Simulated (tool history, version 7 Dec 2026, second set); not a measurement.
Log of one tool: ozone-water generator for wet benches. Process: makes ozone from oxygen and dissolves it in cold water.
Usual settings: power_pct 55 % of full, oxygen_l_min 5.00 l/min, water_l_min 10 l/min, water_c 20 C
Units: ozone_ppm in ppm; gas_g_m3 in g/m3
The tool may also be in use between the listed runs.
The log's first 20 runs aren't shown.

| run | hour | power_pct | oxygen_l_min | water_l_min | water_c | hours of work since the electrodes were changed | hours of work since the contactor was cleaned | hours of work since the thermometer was calibrated | ozone_ppm | gas_g_m3 |
|---|---|---|---|---|---|---|---|---|---|---|
| 21 | 2179.4 | 41 | 5.34 | 10 | 20 | 1887 | 2675 | 3092 | 26.3 | 161.9 |
| 22 | 2274.4 | 41 | 5.34 | 10 | 20 | 1946 | 2734 | 3151 | 26.7 | 162.1 |
| 23 | 2435.2 | 70 | 5.34 | 10 | 14 | 2047 | 2835 | 3252 | 42.5 | 231.1 |
| 24 | 2595.3 | 70 | 8.01 | 10 | 26 | 2147 | 2935 | 3352 | 31.0 | 194.5 |
| 25 | 2705.3 | 55 | 7.40 | 10 | 20 | 2216 | 3004 | 3421 | 31.1 | 170.1 |
| 26 | 2854.8 | 55 | 5.13 | 9 | 27 | 2310 | 3098 | 3515 | 29.6 | 202.8 |
| 27 | 2935.7 | 55 | 5.00 | 10 | 12 | 2360 | 3149 | 3566 | 37.6 | 203.0 |
| 28 | 3085.0 | 55 | 5.00 | 10 | 12 | 2454 | 3242 | 3659 | 38.1 | 201.8 |
| 29 | 3180.5 | 55 | 5.00 | 10 | 12 | 2514 | 3302 | 3719 | 38.1 | 201.2 |
| 30 | 3273.3 | 73 | 7.72 | 12 | 23 | 2572 | 3360 | 3777 | 32.0 | 202.1 |
| 31 | 3405.1 | 73 | 7.72 | 12 | 23 | 2655 | 3443 | 3860 | 32.0 | 201.0 |
| 32 | 3553.2 | 73 | 7.72 | 12 | 23 | 2747 | 3536 | 3952 | 31.9 | 201.3 |
| 33 | 3628.7 | 44 | 2.90 | 7 | 16 | 2795 | 3583 | 4000 | 37.2 | 219.6 |
| 34 | 3710.3 | 80 | 2.90 | 10 | 24 | 2846 | 3634 | 4051 | 38.7 | 329.3 |

Forecast each of these 3 alternatives for the next run:
| A | 3855.1 | 57 | 5.00 | 10 | 20 | 2937 | 3725 | 4142 | ? | ? |
| B | 3855.1 | 55 | 5.00 | 10 | 20 | 2937 | 3725 | 4142 | ? | ? |
| C | 3855.1 | 55 | 4.31 | 7 | 20 | 2937 | 3725 | 4142 | ? | ? |

| run | ozone_ppm | gas_g_m3 |
|---|---|---|
| A | 33.1 | 207.0 |
| B | 32.5 | 202.4 |
| C | 39.4 | 217.5 |
Without the tool's hidden state the same runs would have given:
| run | ozone_ppm | gas_g_m3 |
|---|---|---|
| A | 33.2 | 207.1 |
| B | 32.5 | 202.5 |
| C | 39.4 | 217.6 |

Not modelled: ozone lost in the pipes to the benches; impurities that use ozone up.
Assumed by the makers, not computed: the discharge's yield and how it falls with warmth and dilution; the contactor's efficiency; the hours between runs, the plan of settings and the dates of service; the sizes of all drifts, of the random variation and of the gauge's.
